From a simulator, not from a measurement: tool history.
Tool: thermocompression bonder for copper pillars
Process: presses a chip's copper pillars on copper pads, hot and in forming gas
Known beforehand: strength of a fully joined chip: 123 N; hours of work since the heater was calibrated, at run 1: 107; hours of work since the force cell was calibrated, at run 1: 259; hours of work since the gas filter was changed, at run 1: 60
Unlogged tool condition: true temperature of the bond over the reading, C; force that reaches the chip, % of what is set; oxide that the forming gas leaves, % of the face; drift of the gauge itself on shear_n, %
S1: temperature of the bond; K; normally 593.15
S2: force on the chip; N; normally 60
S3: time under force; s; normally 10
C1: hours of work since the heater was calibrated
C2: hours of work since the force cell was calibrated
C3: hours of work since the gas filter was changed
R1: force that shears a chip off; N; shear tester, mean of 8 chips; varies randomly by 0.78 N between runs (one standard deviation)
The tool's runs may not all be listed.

run	hour	S1	S2	S3	C1	C2	C3	R1
1	0	593.15	60	10	107	259	60	57.1
2	9.7	593.15	60	10	113	266	66	57.8
3	15.2	593.15	60	10	117	269	70	56.9
4	20.3	593.15	60	10	120	273	73	56.6
5	29.6	593.15	79	10	126	279	79	73.6
6	40.5	593.15	79	10	134	286	86	74.4
7	50.2	593.15	79	10	140	293	93	72.5
8	58.3	593.15	60	10	145	298	98	55.7
9	65.4	593.15	60	10	150	303	103	55.9
10	76.2	593.15	70	10	157	310	110	65.5
11	84.5	593.15	60	10	163	315	116	56.1
12	94.1	593.15	60	10	169	322	122	54.9
13	103.3	593.15	60	16	175	328	128	64.8
14	112.9	593.15	60	16	182	334	135	65.9
15	118.9	593.15	60	10	186	338	139	55.4
16	128.5	593.15	48	10	192	345	145	43.1
17	133.8	593.15	48	10	195	348	148	42.8
18	141.9	593.15	48	10	201	353	154	43.3
19	149.5	591.15	60	10	206	358	159	53.5
20	157	591.15	60	10	211	364	164	54.6
21	164.6	591.15	65	5	216	369	169	43.6
22	174.9	587.15	62	29	223	375	176	75.4
23	185	598.15	46	16	229	382	182	52.4
24	194	598.15	46	16	235	388	188	54
25	200.8	598.15	46	16	240	393	193	52.7
26	206.8	593.15	77	8	244	397	197	63.5
27	218	593.15	39	13	251	404	204	36.9
28	228.1	592.15	79	10	258	411	211	67.8
29	233.8	592.15	79	10	262	414	215	68.5
30	243	602.15	79	10	268	421	221	75.6
31	250.8	602.15	79	10	273	426	226	75.2
32	259.6	606.15	62	10	279	432	232	64.1
33	265.6	606.15	62	10	283	436	236	63.6
34	275.6	593.15	66	28	290	442	243	79
35	286	593.15	66	28	297	449	249	79.7
36	294.3	606.15	64	15	302	455	255	74.5
37	302.6	591.15	62	8	308	460	261	49.2
38	312.2	618.15	68	18	314	467	267	89.3
39	318.6	593.15	60	8	318	471	271	47.8
40	328.7	593.15	60	8	325	477	278	48.8

4 ways to go on from here, each from the tool as it stands after run 40. What would each give?
A	335.9	564.15	42	8	330	482	283	?
B	335.9	593.15	71	16	330	482	283	?
C	335.9	618.15	60	16	330	482	283	?
D	335.9	596.15	60	19	330	482	283	?

run	R1
A	20
B	71.8
C	78.1
D	66.9
Without the tool's hidden state the same runs would have given:
run	R1
A	23.8
B	81.5
C	87.5
D	76.2

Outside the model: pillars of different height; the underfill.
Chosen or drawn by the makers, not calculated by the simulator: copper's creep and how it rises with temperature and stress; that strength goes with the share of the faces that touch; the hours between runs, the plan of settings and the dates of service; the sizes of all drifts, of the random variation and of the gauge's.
